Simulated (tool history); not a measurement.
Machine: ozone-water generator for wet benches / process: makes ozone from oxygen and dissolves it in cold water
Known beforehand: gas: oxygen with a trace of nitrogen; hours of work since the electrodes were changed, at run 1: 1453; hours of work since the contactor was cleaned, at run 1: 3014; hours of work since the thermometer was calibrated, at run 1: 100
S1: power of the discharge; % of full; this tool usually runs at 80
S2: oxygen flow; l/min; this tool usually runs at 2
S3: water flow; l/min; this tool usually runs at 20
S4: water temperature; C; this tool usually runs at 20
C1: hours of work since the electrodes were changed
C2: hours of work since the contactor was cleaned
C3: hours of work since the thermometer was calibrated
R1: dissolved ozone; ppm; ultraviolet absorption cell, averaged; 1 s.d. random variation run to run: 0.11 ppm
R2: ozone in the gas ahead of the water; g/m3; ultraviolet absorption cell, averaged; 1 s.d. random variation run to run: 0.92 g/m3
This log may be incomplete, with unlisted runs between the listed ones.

| run | day | S1 | S2 | S3 | S4 | C1 | C2 | C3 | R1 | R2 |
|---|---|---|---|---|---|---|---|---|---|---|
| 1 | 0 | 80 | 2 | 20 | 20 | 1453 | 3014 | 100 | 6.5 | 148.3 |
|  | 1.833 | contactor cleaned |
| 2 | 2.721 | 80 | 1.66 | 20 | 20 | 1499 | 16 | 146 | 6.4 | 166.9 |
| 3 | 7.45 | 80 | 2 | 20 | 20 | 1585 | 101 | 231 | 6.9 | 148.4 |
| 4 | 11.338 | 80 | 2 | 20 | 20 | 1655 | 172 | 301 | 6.5 | 144.6 |
| 5 | 13.65 | 80 | 2 | 20 | 13 | 1696 | 213 | 343 | 6.9 | 146.1 |
| 6 | 17.35 | 80 | 1.07 | 20 | 20 | 1763 | 280 | 410 | 6 | 213.8 |
| 7 | 20.704 | 80 | 1.07 | 20 | 20 | 1824 | 340 | 470 | 5.9 | 217.2 |
|  | 21.05 | water thermometer calibrated |
| 8 | 25.617 | 80 | 1.07 | 20 | 20 | 1912 | 429 | 82 | 6 | 212.4 |
| 9 | 29.683 | 80 | 1.64 | 20 | 20 | 1985 | 502 | 156 | 6.4 | 161.7 |
| 10 | 34.325 | 80 | 1.64 | 20 | 20 | 2069 | 586 | 240 | 6.3 | 164 |
| 11 | 37.65 | 69 | 3.48 | 18 | 15 | 2129 | 646 | 300 | 7.1 | 92.1 |
|  | 39.483 | water thermometer calibrated, once more |
| 12 | 42.592 | 80 | 1.82 | 20 | 20 | 2218 | 735 | 56 | 6.3 | 150.9 |

Run 13 comes next. What will it give?
| 13 | 46.921 | 79 | 1.16 | 20 | 24 | 2296 | 813 | 134 | ? | ? |

R1: 5.8 ppm
R2: 198.1 g/m3
If the tool had no hidden condition, the same run with the same run-to-run variation would have returned R1 6.4 ppm, R2 215.1 g/m3.
